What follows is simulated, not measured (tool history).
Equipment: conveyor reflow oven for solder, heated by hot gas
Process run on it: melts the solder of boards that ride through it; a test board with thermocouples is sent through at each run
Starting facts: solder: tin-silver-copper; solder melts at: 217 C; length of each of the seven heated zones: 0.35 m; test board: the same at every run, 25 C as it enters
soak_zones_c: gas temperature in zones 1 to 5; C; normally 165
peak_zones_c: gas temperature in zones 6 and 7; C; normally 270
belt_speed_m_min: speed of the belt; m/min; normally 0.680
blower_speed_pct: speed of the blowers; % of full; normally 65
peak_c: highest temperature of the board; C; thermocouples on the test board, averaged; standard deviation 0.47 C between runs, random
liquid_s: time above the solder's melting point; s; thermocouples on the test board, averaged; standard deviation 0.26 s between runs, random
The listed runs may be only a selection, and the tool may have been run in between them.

| run | hour | soak_zones_c | peak_zones_c | belt_speed_m_min | blower_speed_pct | peak_c | liquid_s |
|---|---|---|---|---|---|---|---|
| 1 | 0.0 | 165 | 270 | 0.680 | 65 | 253.9 | 45.7 |
| 2 | 10.6 | 165 | 270 | 0.680 | 65 | 254.0 | 46.3 |
| 3 | 25.8 | 165 | 262 | 0.680 | 65 | 248.0 | 42.2 |
| 4 | 40.5 | 165 | 270 | 0.583 | 65 | 258.3 | 57.0 |
| 5 | 55.3 | 165 | 270 | 0.680 | 65 | 254.3 | 46.1 |
| 6 | 67.0 | 165 | 270 | 0.680 | 65 | 253.7 | 45.9 |
| 7 | 75.7 | 165 | 270 | 0.680 | 65 | 254.3 | 45.8 |
| 8 | 93.0 | 165 | 265 | 0.680 | 65 | 249.2 | 43.2 |
| 9 | 107.5 | 165 | 265 | 0.680 | 65 | 250.1 | 44.2 |
| 10 | 117.4 | 165 | 265 | 0.680 | 65 | 250.5 | 44.1 |
| 11 | 132.4 | 165 | 265 | 0.680 | 65 | 250.2 | 43.8 |
| 12 | 148.9 | 165 | 265 | 0.680 | 65 | 250.1 | 43.9 |
| 13 | 166.7 | 165 | 270 | 0.619 | 65 | 257.3 | 53.0 |
| 14 | 179.0 | 165 | 270 | 0.619 | 65 | 257.4 | 53.5 |
| 15 | 196.7 | 156 | 261 | 0.706 | 65 | 243.1 | 35.5 |
| 16 | 206.3 | 156 | 283 | 0.687 | 65 | 265.5 | 48.4 |
| 17 | 217.1 | 164 | 277 | 0.540 | 69 | 267.2 | 67.4 |
| 18 | 234.8 | 165 | 277 | 0.635 | 68 | 262.6 | 54.4 |
| 19 | 243.4 | 177 | 270 | 0.814 | 65 | 250.2 | 38.5 |
| 20 | 255.3 | 162 | 270 | 0.624 | 65 | 256.3 | 51.3 |
| 21 | 267.6 | 165 | 282 | 0.680 | 65 | 265.3 | 51.1 |
| 22 | 282.4 | 165 | 282 | 0.680 | 65 | 264.6 | 51.3 |
| 23 | 294.5 | 165 | 260 | 0.680 | 87 | 248.3 | 44.4 |
| 24 | 312.1 | 156 | 262 | 0.680 | 50 | 240.5 | 34.0 |
| 25 | 325.7 | 173 | 262 | 0.786 | 77 | 246.0 | 37.6 |
| 26 | 336.8 | 160 | 270 | 0.680 | 80 | 254.6 | 46.8 |
| 27 | 349.9 | 165 | 269 | 0.594 | 80 | 259.4 | 56.8 |
| 28 | 361.6 | 165 | 269 | 0.594 | 80 | 258.7 | 56.9 |

Not shown: 1 entry that the log had between the listed runs. Between which runs, and how does the tool's hidden state differ before and after?
From run 8 to run 9: flux residue cleaned out of gas plates and filters (hour 101.9)
  heat that the gas passes to the board, % of a clean oven's: 93.4 -> 98.7; belt's true speed, % of the reading: 98.86 -> 98.85; true gas temperature in zones 6 and 7 over the reading, C: -1.48 -> -1.5
  difference, measured minus the result without the unlogged condition, peak_c: -2.4 -> -1.3 C; liquid_s: -1.2 -> -0.2 s
